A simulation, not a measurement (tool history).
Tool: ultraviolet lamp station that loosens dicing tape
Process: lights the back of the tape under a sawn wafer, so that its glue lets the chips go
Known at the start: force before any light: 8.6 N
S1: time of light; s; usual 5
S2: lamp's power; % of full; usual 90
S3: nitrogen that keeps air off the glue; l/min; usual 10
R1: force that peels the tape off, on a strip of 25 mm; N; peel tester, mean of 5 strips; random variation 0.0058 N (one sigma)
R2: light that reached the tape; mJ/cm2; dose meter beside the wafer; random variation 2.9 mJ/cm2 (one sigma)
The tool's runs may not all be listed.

{"run": 1, "hour": 0.0, "S1": 5, "S2": 90, "S3": 10, "R1": 0.18, "R2": 404}
{"run": 2, "hour": 11.1, "S1": 5, "S2": 84, "S3": 10, "R1": 0.203, "R2": 371}
{"run": 3, "hour": 24.6, "S1": 5, "S2": 84, "S3": 10, "R1": 0.209, "R2": 371}
{"run": 4, "hour": 31.8, "S1": 5, "S2": 84, "S3": 18, "R1": 0.136, "R2": 372}
{"run": 5, "hour": 46.6, "S1": 5, "S2": 90, "S3": 9, "R1": 0.195, "R2": 397}
{"run": 6, "hour": 57.7, "S1": 5, "S2": 90, "S3": 9, "R1": 0.192, "R2": 393}
{"run": 7, "hour": 65.0, "S1": 5, "S2": 90, "S3": 9, "R1": 0.194, "R2": 395}
{"run": 8, "hour": 75.6, "S1": 5, "S2": 90, "S3": 10, "R1": 0.182, "R2": 389}
{"run": 9, "hour": 83.1, "S1": 5, "S2": 90, "S3": 10, "R1": 0.181, "R2": 392}
{"run": 10, "hour": 100.1, "S1": 5, "S2": 90, "S3": 10, "R1": 0.19, "R2": 392}
{"run": 11, "hour": 108.3, "S1": 5, "S2": 90, "S3": 10, "R1": 0.196, "R2": 386}
{"run": 12, "hour": 115.6, "S1": 5, "S2": 90, "S3": 10, "R1": 0.188, "R2": 391}
{"run": 13, "hour": 131.5, "S1": 9, "S2": 95, "S3": 4, "R1": 0.101, "R2": 729}
{"run": 14, "hour": 140.2, "S1": 9, "S2": 95, "S3": 4, "R1": 0.117, "R2": 723}
{"run": 15, "hour": 152.8, "S1": 5, "S2": 94, "S3": 15, "R1": 0.134, "R2": 399}
{"run": 16, "hour": 163.0, "S1": 5, "S2": 94, "S3": 15, "R1": 0.141, "R2": 394}
{"run": 17, "hour": 172.1, "S1": 5, "S2": 90, "S3": 9, "R1": 0.213, "R2": 377}
{"run": 18, "hour": 183.9, "S1": 5, "S2": 90, "S3": 6, "R1": 0.314, "R2": 375}
{"run": 19, "hour": 192.7, "S1": 5, "S2": 90, "S3": 6, "R1": 0.315, "R2": 373}
{"run": 20, "hour": 206.8, "S1": 4, "S2": 87, "S3": 4, "R1": 0.883, "R2": 284}
{"run": 21, "hour": 221.1, "S1": 5, "S2": 90, "S3": 7, "R1": 0.278, "R2": 374}
{"run": 22, "hour": 234.8, "S1": 8, "S2": 92, "S3": 4, "R1": 0.143, "R2": 597}
{"run": 23, "hour": 248.6, "S1": 3, "S2": 85, "S3": 19, "R1": 0.577, "R2": 206}

Forecast each of these 3 alternatives for the next run:
{"run": "A", "hour": 259.7, "S1": 5, "S2": 70, "S3": 10, "R1": "?", "R2": "?"}
{"run": "B", "hour": 259.7, "S1": 5, "S2": 90, "S3": 3, "R1": "?", "R2": "?"}
{"run": "C", "hour": 259.7, "S1": 3, "S2": 90, "S3": 10, "R1": "?", "R2": "?"}

run=A R1=0.407 R2=285
run=B R1=0.672 R2=367
run=C R1=0.787 R2=217
Without the tool's hidden state the same runs would have given:
run=A R1=0.269 R2=334
run=B R1=0.454 R2=430
run=C R1=0.537 R2=255

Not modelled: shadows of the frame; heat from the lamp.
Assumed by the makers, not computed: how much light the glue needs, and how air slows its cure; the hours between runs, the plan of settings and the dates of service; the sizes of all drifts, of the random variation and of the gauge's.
